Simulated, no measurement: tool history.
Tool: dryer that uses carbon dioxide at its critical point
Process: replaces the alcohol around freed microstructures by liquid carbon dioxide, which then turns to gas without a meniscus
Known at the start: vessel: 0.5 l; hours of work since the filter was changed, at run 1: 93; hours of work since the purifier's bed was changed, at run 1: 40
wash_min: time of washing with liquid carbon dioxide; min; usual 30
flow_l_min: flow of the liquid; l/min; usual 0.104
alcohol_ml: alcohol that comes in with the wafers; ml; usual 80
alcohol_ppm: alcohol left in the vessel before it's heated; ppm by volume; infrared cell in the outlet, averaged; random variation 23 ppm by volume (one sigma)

run	hour	wash_min	flow_l_min	alcohol_ml	hours of work since the filter was changed	hours of work since the purifier's bed was changed	alcohol_ppm
1	0.0	30	0.104	80	93	40	2070
2	27.8	30	0.104	80	103	49	2156
3	47.3	30	0.149	80	109	56	363
4	84.6	30	0.104	80	123	69	2405
5	115.0	25	0.104	80	133	80	4921
6	138.7	30	0.104	52	142	88	1636
7	167.6	30	0.104	52	152	99	1725
# hour 175.3: inlet filter changed
8	208.4	30	0.104	52	12	113	1031
9	241.5	30	0.104	52	23	124	1056
10	273.4	30	0.104	80	35	135	1702
11	294.7	30	0.104	80	42	143	1771
12	326.7	40	0.104	80	53	154	420
13	356.0	40	0.104	80	64	165	457
14	378.8	40	0.104	80	72	173	476
15	416.1	30	0.104	80	85	186	2140
16	442.0	30	0.104	27	94	195	733
17	481.5	30	0.104	27	108	209	791
18	515.9	30	0.104	80	120	221	2427
19	541.6	30	0.104	29	129	230	892
20	558.3	30	0.104	29	135	236	913
21	583.2	30	0.104	29	144	245	950
# hour 612.0: inlet filter changed
22	614.3	30	0.086	114	1	255	4803
23	647.1	30	0.086	114	12	267	4881
24	665.6	30	0.086	114	19	273	4866
25	705.4	30	0.086	114	33	287	5210
26	742.9	30	0.086	114	46	300	5498
27	762.2	36	0.068	78	53	307	4673
28	781.3	18	0.157	44	60	314	1570
29	806.6	45	0.091	40	69	323	268
30	824.5	45	0.091	40	75	329	259
31	851.4	27	0.110	68	84	339	2158
32	868.2	43	0.077	80	90	345	1645
33	890.7	43	0.077	80	98	353	1671
34	918.0	40	0.103	81	108	362	604
35	935.0	28	0.126	99	114	368	1658

Forecast run 36:
36	960.8	28	0.126	99	123	377	?

Run 36 gave alcohol_ppm 1749 ppm by volume.
Without the tool's hidden state the same run would have given alcohol_ppm 1016 ppm by volume.
